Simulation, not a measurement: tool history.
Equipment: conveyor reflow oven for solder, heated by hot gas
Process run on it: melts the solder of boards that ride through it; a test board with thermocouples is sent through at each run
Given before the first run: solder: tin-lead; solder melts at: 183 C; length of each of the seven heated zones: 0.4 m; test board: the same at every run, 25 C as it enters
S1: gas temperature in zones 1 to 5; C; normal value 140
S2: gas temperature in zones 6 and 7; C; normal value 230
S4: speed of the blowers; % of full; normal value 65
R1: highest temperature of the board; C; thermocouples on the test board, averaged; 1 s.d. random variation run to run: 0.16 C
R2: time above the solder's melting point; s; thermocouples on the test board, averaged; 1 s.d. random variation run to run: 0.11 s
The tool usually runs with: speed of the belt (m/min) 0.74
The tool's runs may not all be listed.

Run 1, hour 0: usual settings. Result: R1 212 C, R2 45 s.
Run 2, hour 40.1: usual settings but speed of the belt (m/min) 0.771. Result: R1 210.9 C, R2 41.9 s.
Run 3, hour 97.2: usual settings but speed of the belt (m/min) 0.771. Result: R1 210.5 C, R2 41.8 s.
Run 4, hour 160.2: usual settings but speed of the belt (m/min) 0.771. Result: R1 210.7 C, R2 41.8 s.
Run 5, hour 218.6: usual settings but S1 133 C. Result: R1 210.7 C, R2 41.9 s.
Run 6, hour 284.3: usual settings but S1 133 C. Result: R1 210.7 C, R2 41.6 s.
Run 7, hour 341.4: usual settings. Result: R1 212 C, R2 45.1 s.
Run 8, hour 411.2: usual settings. Result: R1 211.9 C, R2 45.3 s.
Run 9, hour 440.6: usual settings. Result: R1 211.8 C, R2 44.8 s.
Run 10, hour 503.5: usual settings but S4 77 % of full. Result: R1 214.8 C, R2 48.1 s.
Run 11, hour 569.3: usual settings. Result: R1 212 C, R2 44.9 s.
Run 12, hour 605.8: usual settings. Result: R1 211.7 C, R2 45.3 s.
Run 13, hour 662.7: usual settings. Result: R1 212.1 C, R2 45 s.
Run 14, hour 701: usual settings. Result: R1 212 C, R2 44.9 s.
Run 15, hour 739.4: usual settings. Result: R1 212.1 C, R2 45.2 s.
Run 16, hour 778.1: usual settings but S1 144 C, S2 218 C, speed of the belt (m/min) 0.646. Result: R1 205.9 C, R2 49.3 s.
Run 17, hour 827.9: usual settings but S1 144 C, S2 218 C, speed of the belt (m/min) 0.646. Result: R1 206.2 C, R2 49.4 s.
Run 18, hour 865.7: usual settings but S1 151 C, S2 225 C, speed of the belt (m/min) 0.745, S4 89 % of full. Result: R1 214.8 C, R2 51.8 s.
Run 19, hour 917.6: usual settings but S2 236 C, speed of the belt (m/min) 0.679. Result: R1 219.8 C, R2 55.5 s.
Run 20, hour 982.6: usual settings but S1 138 C, S2 218 C, speed of the belt (m/min) 0.761. Result: R1 200.8 C, R2 32.7 s.
Run 21, hour 1048.7: usual settings but S1 149 C, S2 226 C, speed of the belt (m/min) 0.636, S4 62 % of full. Result: R1 213.8 C, R2 58.6 s.
Run 22, hour 1114.5: usual settings but S1 149 C, S2 226 C, speed of the belt (m/min) 0.715, S4 80 % of full. Result: R1 214.6 C, R2 53.1 s.
Run 23, hour 1150.5: usual settings but S1 141 C, speed of the belt (m/min) 0.668, S4 56 % of full. Result: R1 212.5 C, R2 51 s.
Run 24, hour 1196.2: usual settings but S4 85 % of full. Result: R1 216.9 C, R2 49.6 s.
Run 25, hour 1249.5: usual settings but S4 85 % of full. Result: R1 217 C, R2 49.2 s.
Run 26, hour 1311.9: usual settings but S4 85 % of full. Result: R1 216.9 C, R2 49.5 s.
Run 27, hour 1358.6: usual settings but speed of the belt (m/min) 0.822, S4 85 % of full. Result: R1 213.7 C, R2 42.3 s.
Run 28, hour 1405.2: usual settings but S2 222 C, speed of the belt (m/min) 0.749, S4 85 % of full. Result: R1 209.9 C, R2 44 s.
Run 29, hour 1450.7: usual settings but S2 222 C, speed of the belt (m/min) 0.749, S4 85 % of full. Result: R1 209.8 C, R2 44 s.
Run 30, hour 1506.3: usual settings but S2 222 C, speed of the belt (m/min) 0.749, S4 85 % of full. Result: R1 209.5 C, R2 44 s.

Not shown here: 6 entries made in the log between runs. Locate each between two listed runs and compare the hidden state at the listed run before it with the hidden state at the listed run after it:
From run 1 to run 2: flux residue cleaned out of gas plates and filters (hour 13.9)
  heat that the gas passes to the board, % of a clean oven's: 99.7 -> 100; belt's true speed, % of the reading: 100 -> 99.99
From run 7 to run 8: flux residue cleaned out of gas plates and filters (hour 358.3)
  heat that the gas passes to the board, % of a clean oven's: 99.7 -> 99.9
From run 11 to run 12: thermocouples of zones 6 and 7 changed (hour 592.5)
  true gas temperature in zones 6 and 7 over the reading, C: -0.07 -> 0.02
From run 13 to run 14: flux residue cleaned out of gas plates and filters (hour 700.9)
  heat that the gas passes to the board, % of a clean oven's: 99.7 -> 100
From run 20 to run 21: flux residue cleaned out of gas plates and filters (hour 1041.8)
  heat that the gas passes to the board, % of a clean oven's: 99.8 -> 100
From run 27 to run 28: flux residue cleaned out of gas plates and filters (hour 1384.9)
  heat that the gas passes to the board, % of a clean oven's: 99.7 -> 99.9; belt's true speed, % of the reading: 99.91 -> 99.9

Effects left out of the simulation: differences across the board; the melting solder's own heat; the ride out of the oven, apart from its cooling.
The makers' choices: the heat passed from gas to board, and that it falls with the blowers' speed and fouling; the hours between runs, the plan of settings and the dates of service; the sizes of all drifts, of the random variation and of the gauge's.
